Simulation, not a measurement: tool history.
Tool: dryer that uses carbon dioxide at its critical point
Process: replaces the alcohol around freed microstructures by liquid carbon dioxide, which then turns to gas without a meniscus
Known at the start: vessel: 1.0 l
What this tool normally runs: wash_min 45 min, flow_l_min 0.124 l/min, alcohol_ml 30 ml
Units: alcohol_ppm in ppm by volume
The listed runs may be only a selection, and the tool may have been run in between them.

{"run": 1, "hour": 0.0, "wash_min": 45, "flow_l_min": 0.124, "alcohol_ml": 30, "alcohol_ppm": 520}
{"run": 2, "hour": 11.6, "wash_min": 45, "flow_l_min": 0.124, "alcohol_ml": 30, "alcohol_ppm": 542}
{"run": 3, "hour": 19.9, "wash_min": 45, "flow_l_min": 0.124, "alcohol_ml": 30, "alcohol_ppm": 531}
{"run": 4, "hour": 30.4, "wash_min": 49, "flow_l_min": 0.124, "alcohol_ml": 30, "alcohol_ppm": 389}
{"run": 5, "hour": 41.6, "wash_min": 49, "flow_l_min": 0.124, "alcohol_ml": 30, "alcohol_ppm": 399}
{"run": 6, "hour": 53.5, "wash_min": 45, "flow_l_min": 0.124, "alcohol_ml": 30, "alcohol_ppm": 561}
{"run": 7, "hour": 64.7, "wash_min": 45, "flow_l_min": 0.17, "alcohol_ml": 30, "alcohol_ppm": 151}
{"run": 8, "hour": 75.0, "wash_min": 45, "flow_l_min": 0.17, "alcohol_ml": 30, "alcohol_ppm": 151}
{"run": 9, "hour": 85.3, "wash_min": 39, "flow_l_min": 0.086, "alcohol_ml": 30, "alcohol_ppm": 2635}
{"run": 10, "hour": 91.9, "wash_min": 45, "flow_l_min": 0.124, "alcohol_ml": 38, "alcohol_ppm": 722}
{"run": 11, "hour": 101.4, "wash_min": 37, "flow_l_min": 0.109, "alcohol_ml": 30, "alcohol_ppm": 1721}
{"run": 12, "hour": 108.7, "wash_min": 45, "flow_l_min": 0.124, "alcohol_ml": 42, "alcohol_ppm": 838}
{"run": 13, "hour": 114.4, "wash_min": 36, "flow_l_min": 0.083, "alcohol_ml": 78, "alcohol_ppm": 9356}
{"run": 14, "hour": 126.6, "wash_min": 45, "flow_l_min": 0.124, "alcohol_ml": 32, "alcohol_ppm": 652}

Per-run results on a tool with no hidden state, each run keeping its own random variation:
Hidden state at play: flow that reaches the vessel past the clogged filter, %; alcohol in the recycled carbon dioxide, ppm; drift of the gauge itself on alcohol_ppm, %.
run=1 alcohol_ppm=365
run=2 alcohol_ppm=372
run=3 alcohol_ppm=363
run=4 alcohol_ppm=251
run=5 alcohol_ppm=254
run=6 alcohol_ppm=366
run=7 alcohol_ppm=76
run=8 alcohol_ppm=72
run=9 alcohol_ppm=2019
run=10 alcohol_ppm=454
run=11 alcohol_ppm=1231
run=12 alcohol_ppm=516
run=13 alcohol_ppm=7304
run=14 alcohol_ppm=385

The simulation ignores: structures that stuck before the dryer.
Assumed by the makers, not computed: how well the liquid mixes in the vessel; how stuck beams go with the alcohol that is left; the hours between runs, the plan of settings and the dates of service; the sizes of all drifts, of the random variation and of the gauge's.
